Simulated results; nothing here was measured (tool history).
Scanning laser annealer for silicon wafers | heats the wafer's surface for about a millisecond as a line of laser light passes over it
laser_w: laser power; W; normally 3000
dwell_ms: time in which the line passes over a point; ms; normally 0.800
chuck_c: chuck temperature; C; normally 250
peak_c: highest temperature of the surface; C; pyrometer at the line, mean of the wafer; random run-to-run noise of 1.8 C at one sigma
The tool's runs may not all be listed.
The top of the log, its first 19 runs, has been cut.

run,day,laser_w,dwell_ms,chuck_c,hours of work since the window was cleaned,hours of work since the power meter was calibrated,hours of work since the optics were aligned,peak_c
20,12.921,3000,0.800,250,931,433,795,1038
21,13.325,2619,0.581,250,938,440,802,829
22,13.925,2619,0.581,250,948,451,812,825
23,14.888,2918,0.980,278,965,467,829,1136
# day 15.096: window over the wafer cleaned
24,15.800,2918,0.980,278,12,482,843,1149
25,16.758,3032,0.777,231,29,498,859,1024
26,17.454,3032,0.777,231,41,510,872,1025
27,18.000,2784,0.777,231,50,520,881,961
28,18.425,3029,0.755,255,58,527,888,1035
29,18.867,2695,0.985,241,65,535,896,1046
30,19.812,3147,0.772,250,82,551,912,1067
31,20.571,3000,0.619,250,95,564,925,939
32,21.108,3183,0.729,235,104,573,935,1035
33,21.996,2655,0.756,239,119,589,950,920
34,22.742,2655,0.756,214,132,602,963,895
35,23.562,2853,0.633,259,147,616,977,921
36,24.342,2853,0.781,259,160,629,991,1006
37,25.225,2853,0.781,259,175,645,1006,1006
# day 26.042: optics aligned, line set to its width
38,26.188,3182,0.893,259,188,658,3,1164
39,26.625,3182,0.893,259,196,665,10,1168
40,27.438,3289,0.665,231,210,679,24,1025

Consider 3 possible next runs. They are alternatives, not a sequence: every one starts from the tool as it was left by run 40. What does each give?
A,28.367,3000,0.894,236,226,695,40,?
B,28.367,2835,0.598,286,226,695,40,?
C,28.367,3226,0.598,223,226,695,40,?

run,peak_c
A,1091
B,930
C,955
Had the tool no hidden state, the same runs would have come out as:
run,peak_c
A,1101
B,937
C,964
